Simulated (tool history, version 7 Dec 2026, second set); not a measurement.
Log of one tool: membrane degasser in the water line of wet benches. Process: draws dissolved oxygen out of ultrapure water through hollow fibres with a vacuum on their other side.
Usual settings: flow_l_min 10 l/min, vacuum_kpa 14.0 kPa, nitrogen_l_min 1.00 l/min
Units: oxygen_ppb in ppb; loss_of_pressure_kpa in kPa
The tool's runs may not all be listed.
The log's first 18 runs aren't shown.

{"run": 19, "day": 38.646, "flow_l_min": 11, "vacuum_kpa": 14.0, "nitrogen_l_min": 1.23, "oxygen_ppb": 279.0, "loss_of_pressure_kpa": 49.74}
{"run": 20, "day": 40.388, "flow_l_min": 9, "vacuum_kpa": 30.5, "nitrogen_l_min": 0.61, "oxygen_ppb": 872.6, "loss_of_pressure_kpa": 41.04}
{"run": 21, "day": 41.679, "flow_l_min": 9, "vacuum_kpa": 30.5, "nitrogen_l_min": 0.61, "oxygen_ppb": 860.4, "loss_of_pressure_kpa": 40.42}
{"day": 43.383, "done": "vacuum gauge calibrated"}
{"run": 22, "day": 43.625, "flow_l_min": 9, "vacuum_kpa": 30.5, "nitrogen_l_min": 2.9, "oxygen_ppb": 231.4, "loss_of_pressure_kpa": 40.93}
{"day": 44.883, "done": "seals of the vacuum lines changed"}
{"run": 23, "day": 46.225, "flow_l_min": 9, "vacuum_kpa": 30.5, "nitrogen_l_min": 2.9, "oxygen_ppb": 228.3, "loss_of_pressure_kpa": 40.72}
{"run": 24, "day": 48.004, "flow_l_min": 6, "vacuum_kpa": 19.0, "nitrogen_l_min": 2.95, "oxygen_ppb": 84.9, "loss_of_pressure_kpa": 27.16}
{"run": 25, "day": 49.167, "flow_l_min": 6, "vacuum_kpa": 23.4, "nitrogen_l_min": 0.46, "oxygen_ppb": 577.9, "loss_of_pressure_kpa": 27.21}
{"run": 26, "day": 51.542, "flow_l_min": 8, "vacuum_kpa": 30.8, "nitrogen_l_min": 1.6, "oxygen_ppb": 341.8, "loss_of_pressure_kpa": 36.53}
{"run": 27, "day": 54.079, "flow_l_min": 16, "vacuum_kpa": 14.0, "nitrogen_l_min": 0.55, "oxygen_ppb": 752.2, "loss_of_pressure_kpa": 73.06}
{"run": 28, "day": 56.642, "flow_l_min": 9, "vacuum_kpa": 10.6, "nitrogen_l_min": 1.44, "oxygen_ppb": 135.0, "loss_of_pressure_kpa": 40.93}
{"day": 57.917, "done": "gauge calibrated"}
{"run": 29, "day": 58.196, "flow_l_min": 9, "vacuum_kpa": 10.6, "nitrogen_l_min": 1.44, "oxygen_ppb": 136.0, "loss_of_pressure_kpa": 40.0}
{"run": 30, "day": 59.438, "flow_l_min": 15, "vacuum_kpa": 22.5, "nitrogen_l_min": 1.44, "oxygen_ppb": 556.6, "loss_of_pressure_kpa": 67.34}
{"run": 31, "day": 62.096, "flow_l_min": 15, "vacuum_kpa": 16.6, "nitrogen_l_min": 1.0, "oxygen_ppb": 551.1, "loss_of_pressure_kpa": 66.74}
{"run": 32, "day": 64.146, "flow_l_min": 9, "vacuum_kpa": 15.8, "nitrogen_l_min": 0.53, "oxygen_ppb": 492.3, "loss_of_pressure_kpa": 40.08}

Forecast each of these 4 alternatives for the next run:
{"run": "A", "day": 66.475, "flow_l_min": 15, "vacuum_kpa": 13.1, "nitrogen_l_min": 0.53, "oxygen_ppb": "?", "loss_of_pressure_kpa": "?"}
{"run": "B", "day": 66.475, "flow_l_min": 14, "vacuum_kpa": 17.0, "nitrogen_l_min": 2.53, "oxygen_ppb": "?", "loss_of_pressure_kpa": "?"}
{"run": "C", "day": 66.475, "flow_l_min": 9, "vacuum_kpa": 25.7, "nitrogen_l_min": 0.98, "oxygen_ppb": "?", "loss_of_pressure_kpa": "?"}
{"run": "D", "day": 66.475, "flow_l_min": 11, "vacuum_kpa": 26.7, "nitrogen_l_min": 1.0, "oxygen_ppb": "?", "loss_of_pressure_kpa": "?"}

run=A oxygen_ppb=668.3 loss_of_pressure_kpa=67.08
run=B oxygen_ppb=281.1 loss_of_pressure_kpa=62.45
run=C oxygen_ppb=485.5 loss_of_pressure_kpa=40.15
run=D oxygen_ppb=615.4 loss_of_pressure_kpa=49.53
Without the tool's hidden state the same runs would have given:
run=A oxygen_ppb=668.0 loss_of_pressure_kpa=66.81
run=B oxygen_ppb=280.8 loss_of_pressure_kpa=62.20
run=C oxygen_ppb=485.3 loss_of_pressure_kpa=39.99
run=D oxygen_ppb=615.1 loss_of_pressure_kpa=49.33
